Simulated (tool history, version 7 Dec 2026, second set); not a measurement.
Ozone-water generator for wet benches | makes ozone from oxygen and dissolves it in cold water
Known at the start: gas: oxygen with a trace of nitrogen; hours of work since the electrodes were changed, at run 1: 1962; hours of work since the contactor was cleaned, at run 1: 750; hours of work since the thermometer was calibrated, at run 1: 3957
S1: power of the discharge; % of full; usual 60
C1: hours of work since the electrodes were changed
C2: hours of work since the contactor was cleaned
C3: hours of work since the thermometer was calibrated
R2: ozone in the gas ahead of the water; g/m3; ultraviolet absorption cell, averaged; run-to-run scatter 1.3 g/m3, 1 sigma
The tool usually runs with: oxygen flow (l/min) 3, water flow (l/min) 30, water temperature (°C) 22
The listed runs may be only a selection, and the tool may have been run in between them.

{"run": 1, "hour": 0.0, "S1": 60, "oxygen flow (l/min)": 3, "water flow (l/min)": 30, "water temperature (°C)": 22, "C1": 1962, "C2": 750, "C3": 3957, "dissolved ozone (ppm)": 14.3, "R2": 227.8}
{"run": 2, "hour": 114.2, "S1": 60, "oxygen flow (l/min)": 3, "water flow (l/min)": 30, "water temperature (°C)": 22, "C1": 2075, "C2": 863, "C3": 4069, "dissolved ozone (ppm)": 14.2, "R2": 227.9}
{"run": 3, "hour": 203.9, "S1": 60, "oxygen flow (l/min)": 3, "water flow (l/min)": 30, "water temperature (°C)": 17, "C1": 2163, "C2": 951, "C3": 4157, "dissolved ozone (ppm)": 14.5, "R2": 228.2}
{"run": 4, "hour": 265.9, "S1": 60, "oxygen flow (l/min)": 3, "water flow (l/min)": 30, "water temperature (°C)": 22, "C1": 2224, "C2": 1012, "C3": 4218, "dissolved ozone (ppm)": 14.3, "R2": 228.6}
{"hour": 336.7, "done": "water thermometer calibrated"}
{"run": 5, "hour": 387.5, "S1": 60, "oxygen flow (l/min)": 3, "water flow (l/min)": 30, "water temperature (°C)": 22, "C1": 2343, "C2": 1131, "C3": 50, "dissolved ozone (ppm)": 14.2, "R2": 228.9}
{"run": 6, "hour": 451.4, "S1": 60, "oxygen flow (l/min)": 3, "water flow (l/min)": 30, "water temperature (°C)": 22, "C1": 2405, "C2": 1193, "C3": 113, "dissolved ozone (ppm)": 14.2, "R2": 228.8}
{"run": 7, "hour": 513.9, "S1": 60, "oxygen flow (l/min)": 3, "water flow (l/min)": 30, "water temperature (°C)": 22, "C1": 2467, "C2": 1255, "C3": 174, "dissolved ozone (ppm)": 14, "R2": 227.5}
{"run": 8, "hour": 581.8, "S1": 60, "oxygen flow (l/min)": 3, "water flow (l/min)": 30, "water temperature (°C)": 22, "C1": 2534, "C2": 1322, "C3": 241, "dissolved ozone (ppm)": 14.1, "R2": 226.3}
{"run": 9, "hour": 684.7, "S1": 60, "oxygen flow (l/min)": 3, "water flow (l/min)": 30, "water temperature (°C)": 22, "C1": 2635, "C2": 1423, "C3": 342, "dissolved ozone (ppm)": 14.3, "R2": 228.5}
{"run": 10, "hour": 785.6, "S1": 60, "oxygen flow (l/min)": 3, "water flow (l/min)": 30, "water temperature (°C)": 22, "C1": 2734, "C2": 1522, "C3": 441, "dissolved ozone (ppm)": 14, "R2": 227.5}
{"run": 11, "hour": 836.5, "S1": 60, "oxygen flow (l/min)": 3, "water flow (l/min)": 30, "water temperature (°C)": 22, "C1": 2784, "C2": 1572, "C3": 491, "dissolved ozone (ppm)": 14, "R2": 226.7}
{"run": 12, "hour": 895.0, "S1": 60, "oxygen flow (l/min)": 3, "water flow (l/min)": 30, "water temperature (°C)": 22, "C1": 2841, "C2": 1629, "C3": 549, "dissolved ozone (ppm)": 14, "R2": 225.3}
{"run": 13, "hour": 1010.6, "S1": 60, "oxygen flow (l/min)": 3, "water flow (l/min)": 30, "water temperature (°C)": 22, "C1": 2955, "C2": 1743, "C3": 662, "dissolved ozone (ppm)": 14, "R2": 225.9}
{"run": 14, "hour": 1072.0, "S1": 60, "oxygen flow (l/min)": 3, "water flow (l/min)": 30, "water temperature (°C)": 22, "C1": 3015, "C2": 1803, "C3": 723, "dissolved ozone (ppm)": 14.2, "R2": 224.1}
{"run": 15, "hour": 1145.5, "S1": 60, "oxygen flow (l/min)": 3, "water flow (l/min)": 30, "water temperature (°C)": 22, "C1": 3087, "C2": 1875, "C3": 795, "dissolved ozone (ppm)": 14.1, "R2": 224.4}
{"run": 16, "hour": 1215.0, "S1": 60, "oxygen flow (l/min)": 2.59, "water flow (l/min)": 30, "water temperature (°C)": 24, "C1": 3156, "C2": 1944, "C3": 863, "dissolved ozone (ppm)": 13.2, "R2": 243.5}
{"run": 17, "hour": 1267.6, "S1": 60, "oxygen flow (l/min)": 2.75, "water flow (l/min)": 19, "water temperature (°C)": 15, "C1": 3207, "C2": 1995, "C3": 915, "dissolved ozone (ppm)": 22.6, "R2": 236.6}

What does the tool deliver on the next run?
{"run": 18, "hour": 1375.0, "S1": 41, "oxygen flow (l/min)": 3.66, "water flow (l/min)": 47, "water temperature (°C)": 14, "C1": 3313, "C2": 2101, "C3": 1020, "dissolved ozone (ppm)": "?", "R2": "?"}

Run 18 gave dissolved ozone (ppm) 6.8, R2 142.5 g/m3.
On a tool with no hidden condition, and with the same random variation, this run would have come out at dissolved ozone (ppm) 6.8, R2 146.3 g/m3.
